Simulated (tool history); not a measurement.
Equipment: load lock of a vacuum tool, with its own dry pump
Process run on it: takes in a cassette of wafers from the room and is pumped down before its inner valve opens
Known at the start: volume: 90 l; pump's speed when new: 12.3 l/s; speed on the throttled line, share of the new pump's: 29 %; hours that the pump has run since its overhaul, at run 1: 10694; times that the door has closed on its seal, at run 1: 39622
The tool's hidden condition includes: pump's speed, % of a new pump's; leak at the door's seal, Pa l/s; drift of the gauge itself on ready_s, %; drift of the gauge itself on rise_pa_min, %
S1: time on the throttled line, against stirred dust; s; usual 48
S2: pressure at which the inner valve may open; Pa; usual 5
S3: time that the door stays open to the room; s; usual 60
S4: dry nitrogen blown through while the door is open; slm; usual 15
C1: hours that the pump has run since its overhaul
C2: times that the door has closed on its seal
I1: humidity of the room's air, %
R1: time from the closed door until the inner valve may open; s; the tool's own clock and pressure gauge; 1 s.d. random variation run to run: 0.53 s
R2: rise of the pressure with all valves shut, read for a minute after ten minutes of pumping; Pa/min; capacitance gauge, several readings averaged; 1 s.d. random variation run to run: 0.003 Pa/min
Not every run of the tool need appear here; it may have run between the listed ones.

{"run": 1, "day": 0.0, "S1": 48, "S2": 5, "S3": 60, "S4": 15, "C1": 10694, "C2": 39622, "I1": 43.6, "R1": 106.7, "R2": 0.024}
{"run": 2, "day": 7.808, "S1": 48, "S2": 5, "S3": 60, "S4": 15, "C1": 10882, "C2": 40316, "I1": 41.5, "R1": 106.6, "R2": 0.025}
{"run": 3, "day": 14.346, "S1": 48, "S2": 7, "S3": 60, "S4": 15, "C1": 11038, "C2": 40897, "I1": 43.3, "R1": 104.6, "R2": 0.03}
{"run": 4, "day": 24.775, "S1": 48, "S2": 7, "S3": 60, "S4": 15, "C1": 11289, "C2": 41825, "I1": 46.3, "R1": 105.3, "R2": 0.023}
{"run": 5, "day": 33.879, "S1": 48, "S2": 7, "S3": 60, "S4": 15, "C1": 11507, "C2": 42634, "I1": 45.8, "R1": 104.1, "R2": 0.026}
{"run": 6, "day": 39.817, "S1": 45, "S2": 5, "S3": 60, "S4": 15, "C1": 11650, "C2": 43162, "I1": 44.6, "R1": 105.9, "R2": 0.022}
{"run": 7, "day": 51.454, "S1": 45, "S2": 5, "S3": 60, "S4": 15, "C1": 11929, "C2": 44197, "I1": 44.7, "R1": 105.1, "R2": 0.028}
{"run": 8, "day": 62.321, "S1": 45, "S2": 5, "S3": 206, "S4": 15, "C1": 12190, "C2": 45163, "I1": 43.5, "R1": 103.9, "R2": 0.048}
{"run": 9, "day": 72.542, "S1": 48, "S2": 5, "S3": 60, "S4": 15, "C1": 12435, "C2": 46072, "I1": 47.4, "R1": 106.8, "R2": 0.021}
{"run": 10, "day": 84.492, "S1": 48, "S2": 5, "S3": 60, "S4": 21, "C1": 12722, "C2": 47135, "I1": 43.7, "R1": 106.5, "R2": 0.022}
{"run": 11, "day": 90.492, "S1": 48, "S2": 7, "S3": 60, "S4": 21, "C1": 12866, "C2": 47668, "I1": 46.7, "R1": 103.6, "R2": 0.021}
{"run": 12, "day": 101.825, "S1": 48, "S2": 6, "S3": 60, "S4": 21, "C1": 13138, "C2": 48676, "I1": 41.2, "R1": 104.4, "R2": 0.017}
{"run": 13, "day": 107.492, "S1": 48, "S2": 5, "S3": 60, "S4": 9, "C1": 13274, "C2": 49180, "I1": 46.1, "R1": 107.6, "R2": 0.039}
{"run": 14, "day": 114.583, "S1": 48, "S2": 5, "S3": 60, "S4": 15, "C1": 13444, "C2": 49811, "I1": 47.0, "R1": 106.2, "R2": 0.028}
{"run": 15, "day": 121.096, "S1": 48, "S2": 5, "S3": 60, "S4": 15, "C1": 13600, "C2": 50390, "I1": 44.9, "R1": 107.0, "R2": 0.032}
{"run": 16, "day": 126.596, "S1": 48, "S2": 5, "S3": 60, "S4": 15, "C1": 13732, "C2": 50879, "I1": 45.0, "R1": 107.4, "R2": 0.026}
{"run": 17, "day": 139.142, "S1": 48, "S2": 5, "S3": 60, "S4": 15, "C1": 14034, "C2": 51994, "I1": 44.4, "R1": 106.0, "R2": 0.024}
{"run": 18, "day": 147.767, "S1": 48, "S2": 5, "S3": 60, "S4": 15, "C1": 14241, "C2": 52761, "I1": 47.3, "R1": 107.3, "R2": 0.028}
{"run": 19, "day": 154.883, "S1": 48, "S2": 5, "S3": 60, "S4": 15, "C1": 14411, "C2": 53394, "I1": 42.3, "R1": 107.2, "R2": 0.024}
{"run": 20, "day": 166.371, "S1": 61, "S2": 5, "S3": 60, "S4": 10, "C1": 14687, "C2": 54415, "I1": 45.2, "R1": 115.8, "R2": 0.024}
{"run": 21, "day": 177.671, "S1": 61, "S2": 5, "S3": 60, "S4": 10, "C1": 14958, "C2": 55420, "I1": 44.5, "R1": 116.1, "R2": 0.027}
{"run": 22, "day": 184.425, "S1": 31, "S2": 6, "S3": 60, "S4": 10, "C1": 15120, "C2": 56021, "I1": 43.8, "R1": 93.0, "R2": 0.028}
{"run": 23, "day": 195.088, "S1": 31, "S2": 6, "S3": 60, "S4": 10, "C1": 15376, "C2": 56969, "I1": 46.9, "R1": 93.6, "R2": 0.028}
{"day": 200.512, "done": "door's seal changed, seat wiped"}
{"run": 24, "day": 201.479, "S1": 83, "S2": 5, "S3": 56, "S4": 15, "C1": 15528, "C2": 86, "I1": 44.2, "R1": 132.5, "R2": 0.026}
{"run": 25, "day": 212.204, "S1": 83, "S2": 5, "S3": 56, "S4": 15, "C1": 15786, "C2": 1040, "I1": 45.0, "R1": 131.0, "R2": 0.023}
{"run": 26, "day": 219.654, "S1": 30, "S2": 5, "S3": 56, "S4": 15, "C1": 15964, "C2": 1702, "I1": 45.9, "R1": 95.0, "R2": 0.027}
{"run": 27, "day": 228.762, "S1": 30, "S2": 5, "S3": 56, "S4": 6, "C1": 16183, "C2": 2512, "I1": 41.9, "R1": 95.0, "R2": 0.024}
{"run": 28, "day": 237.35, "S1": 30, "S2": 8, "S3": 56, "S4": 5, "C1": 16389, "C2": 3276, "I1": 42.1, "R1": 91.0, "R2": 0.029}
{"run": 29, "day": 243.125, "S1": 42, "S2": 5, "S3": 120, "S4": 15, "C1": 16528, "C2": 3789, "I1": 45.0, "R1": 102.9, "R2": 0.042}

Forecast run 30:
{"run": 30, "day": 252.438, "S1": 42, "S2": 5, "S3": 120, "S4": 15, "C1": 16751, "C2": 4617, "I1": 44.1, "R1": "?", "R2": "?"}

Run 30 measured R1 102.9 s, R2 0.034 Pa/min.
Had the tool carried no hidden state, the very same run would have given R1 102.8 s, R2 0.034 Pa/min.

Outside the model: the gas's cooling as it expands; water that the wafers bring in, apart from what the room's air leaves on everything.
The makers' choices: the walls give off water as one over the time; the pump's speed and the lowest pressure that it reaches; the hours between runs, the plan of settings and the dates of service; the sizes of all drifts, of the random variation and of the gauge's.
